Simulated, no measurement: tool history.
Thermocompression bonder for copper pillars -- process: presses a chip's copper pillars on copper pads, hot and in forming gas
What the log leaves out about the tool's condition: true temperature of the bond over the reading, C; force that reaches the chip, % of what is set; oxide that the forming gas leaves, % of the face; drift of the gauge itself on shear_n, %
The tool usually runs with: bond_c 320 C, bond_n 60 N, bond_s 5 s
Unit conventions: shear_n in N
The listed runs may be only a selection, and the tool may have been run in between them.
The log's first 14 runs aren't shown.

run,hour,bond_c,bond_n,bond_s,hours of work since the heater was calibrated,hours of work since the force cell was calibrated,hours of work since the gas filter was changed,shear_n
15,629.8,320,54,5,405,515,88,61.7
16,677.9,310,60,5,436,546,119,61.3
17,733.7,320,60,3,472,582,155,57.9
18,798.4,320,62,3,514,624,197,59.8
19,849.1,320,60,5,546,656,229,68.0
20,886.1,320,60,5,570,680,253,67.8
21,914.6,327,60,4,588,698,271,66.8
22,950.3,294,56,5,611,721,294,48.7
# hour 1000.6: forming gas filter changed
23,1000.6,294,56,5,643,753,0,48.8
24,1059.4,320,73,10,681,791,38,87.3
25,1097.6,299,73,10,706,816,62,78.0
26,1133.2,297,60,10,729,839,85,67.2
27,1172.9,297,60,10,754,864,111,66.4
28,1219.7,297,60,10,784,894,141,68.0
29,1251.9,310,67,10,805,915,162,78.7
30,1315.4,310,67,10,846,956,203,79.8
31,1367.0,320,55,6,879,989,236,65.6
32,1419.9,339,39,5,913,1023,270,53.8
33,1488.2,343,60,5,957,1067,314,79.0
# hour 1512.1: forming gas filter changed
34,1554.7,320,75,5,1000,1110,27,77.7
35,1606.5,320,75,5,1033,1143,61,78.2
36,1656.1,298,85,7,1065,1175,93,78.7
37,1720.2,320,40,4,1106,1216,134,43.4
38,1774.0,303,55,7,1141,1251,169,59.5
39,1813.2,303,55,7,1166,1276,194,58.9

Here are 3 independent what-if runs from the current tool condition. What would each one return?
A,1879.9,346,54,7,1209,1319,237,?
B,1879.9,312,55,9,1209,1319,237,?
C,1879.9,340,47,10,1209,1319,237,?

run,shear_n
A,79.8
B,68.6
C,76.7
What these runs would have given with no unlogged condition in the tool:
run,shear_n
A,80.1
B,68.8
C,77.0
